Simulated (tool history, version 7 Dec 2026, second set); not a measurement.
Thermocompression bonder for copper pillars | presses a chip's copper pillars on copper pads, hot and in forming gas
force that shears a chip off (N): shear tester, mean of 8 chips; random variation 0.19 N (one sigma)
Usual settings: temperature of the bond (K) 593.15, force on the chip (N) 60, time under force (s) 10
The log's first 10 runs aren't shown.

run    hour  temperature of the bond (K)  force on the chip (N)  time under force (s)  hours of work since the heater was calibrated  hours of work since the force cell was calibrated  hours of work since the gas filter was changed  force that shears a chip off (N)
 11   399.6                       574.15                     43                    10                                            447                                                577                                              56                              33.4
 12   428.5                       574.15                     43                    10                                            458                                                588                                              68                              33.5
 13   484.8                       574.15                     43                    10                                            481                                                611                                              91                              33.6
 14   510.1                       574.15                     43                    10                                            492                                                622                                             101                              33.5
 15   541.6                       593.15                     60                     7                                            504                                                634                                             114                              49.4
 16   576.1                       566.15                     60                    10                                            518                                                648                                             128                              41.4
 17   629.5                       566.15                     60                    10                                            540                                                670                                             150                              41.5
 18   681.6                       585.15                     60                    10                                            561                                                691                                             171                              50.9
 19   710.2                       585.15                     60                    10                                            573                                                703                                             182                              50.7
 20   746.5                       585.15                     60                    10                                            588                                                718                                             197                              50.7
 21   784.2                       577.15                     60                    10                                            603                                                733                                             213                              46.3
 22   825.6                       618.15                     81                     6                                            620                                                750                                             229                              69.1
 23   873.7                       591.15                     71                     6                                            639                                                769                                             249                              52.1
 24   933.6                       588.15                     60                    10                                            664                                                794                                             273                              51.9
 25   966.7                       588.15                     60                    10                                            677                                                807                                             287                              51.9
 26  1004.3                       592.15                     79                    10                                            692                                                822                                             302                              64.3
 27  1033.3                       617.15                     81                    10                                            704                                                834                                             314                              75.3
 28  1071.2                       588.15                     40                    11                                            720                                                850                                             329                              38.1
 29  1129.9                       609.15                     45                     6                                            743                                                873                                             353                              42.4
 30  1157.1                       602.15                     74                    10                                            755                                                884                                             364                              66.7
 31  1196.5                       599.15                     47                     8                                            771                                                901                                             380                              44.5
     1222.5  -- forming gas filter changed
 32  1254.2                       611.15                     46                    10                                            794                                                924                                              13                              52.4

Run 33 comes next. What will it give?
 33  1282.9                       573.15                     60                     9                                            805                                                935                                              25                                 ?

Run 33 gave force that shears a chip off (N) 42.7.
Without the tool's hidden state the same run would have given force that shears a chip off (N) 43.2.
